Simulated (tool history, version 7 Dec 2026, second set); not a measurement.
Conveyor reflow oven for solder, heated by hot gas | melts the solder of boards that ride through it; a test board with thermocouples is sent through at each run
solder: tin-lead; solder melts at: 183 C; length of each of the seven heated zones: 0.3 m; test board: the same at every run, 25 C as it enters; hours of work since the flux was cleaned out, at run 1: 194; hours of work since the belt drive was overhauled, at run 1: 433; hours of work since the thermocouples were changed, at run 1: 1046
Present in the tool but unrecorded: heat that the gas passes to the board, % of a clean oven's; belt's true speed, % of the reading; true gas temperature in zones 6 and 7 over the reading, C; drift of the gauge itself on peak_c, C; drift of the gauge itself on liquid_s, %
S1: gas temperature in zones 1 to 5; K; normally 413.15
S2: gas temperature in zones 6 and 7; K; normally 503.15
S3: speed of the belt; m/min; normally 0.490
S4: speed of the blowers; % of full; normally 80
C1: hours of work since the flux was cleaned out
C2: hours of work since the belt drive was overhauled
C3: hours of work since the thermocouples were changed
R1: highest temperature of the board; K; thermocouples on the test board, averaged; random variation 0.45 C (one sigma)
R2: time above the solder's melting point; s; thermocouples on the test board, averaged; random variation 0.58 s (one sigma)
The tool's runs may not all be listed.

run 1 hour=0.0 | S1=413.15 S2=503.15 S3=0.490 S4=80 | C1=194 C2=433 C3=1046 | R1=479.05 R2=45.4
run 2 hour=29.8 | S1=413.15 S2=503.15 S3=0.490 S4=80 | C1=211 C2=450 C3=1063 | R1=479.85 R2=44.9
run 3 hour=60.5 | S1=413.15 S2=503.15 S3=0.452 S4=80 | C1=228 C2=467 C3=1080 | R1=482.95 R2=52.2
run 4 hour=81.5 | S1=413.15 S2=503.15 S3=0.452 S4=80 | C1=240 C2=479 C3=1092 | R1=482.15 R2=52.1
run 5 hour=95.3 | S1=413.15 S2=503.15 S3=0.452 S4=80 | C1=247 C2=486 C3=1099 | R1=481.65 R2=52.2
run 6 hour=127.6 | S1=413.15 S2=503.15 S3=0.452 S4=80 | C1=265 C2=505 C3=1117 | R1=481.95 R2=51.2
run 7 hour=149.8 | S1=420.15 S2=512.15 S3=0.505 S4=80 | C1=278 C2=517 C3=1130 | R1=486.65 R2=52.0
run 8 hour=165.7 | S1=426.15 S2=503.15 S3=0.490 S4=80 | C1=287 C2=526 C3=1139 | R1=482.55 R2=52.8
run 9 hour=186.7 | S1=413.15 S2=502.15 S3=0.459 S4=80 | C1=299 C2=538 C3=1151 | R1=479.55 R2=48.0
-- hour=206.6 thermocouples of zones 6 and 7 changed
run 10 hour=206.7 | S1=423.15 S2=516.15 S3=0.404 S4=80 | C1=309 C2=548 C3=0 | R1=498.95 R2=79.2
run 11 hour=236.3 | S1=413.15 S2=503.15 S3=0.481 S4=80 | C1=325 C2=564 C3=17 | R1=480.05 R2=46.3
run 12 hour=251.2 | S1=413.15 S2=503.15 S3=0.481 S4=80 | C1=334 C2=573 C3=25 | R1=479.85 R2=45.1

Pick out some run-to-run changes in R1. Of each, how much would a tool without hidden state show as well, from the settings, what came in and chance, and how much is left for the hidden state and any gauge scatter not in both results compared?
Run 9 -> 10: S1 413.15 -> 423.15, S2 502.15 -> 516.15, S3 0.459 -> 0.404, thermocouples of zones 6 and 7 changed. R1 +19.40 K: hidden state +1.20, all else +18.20.

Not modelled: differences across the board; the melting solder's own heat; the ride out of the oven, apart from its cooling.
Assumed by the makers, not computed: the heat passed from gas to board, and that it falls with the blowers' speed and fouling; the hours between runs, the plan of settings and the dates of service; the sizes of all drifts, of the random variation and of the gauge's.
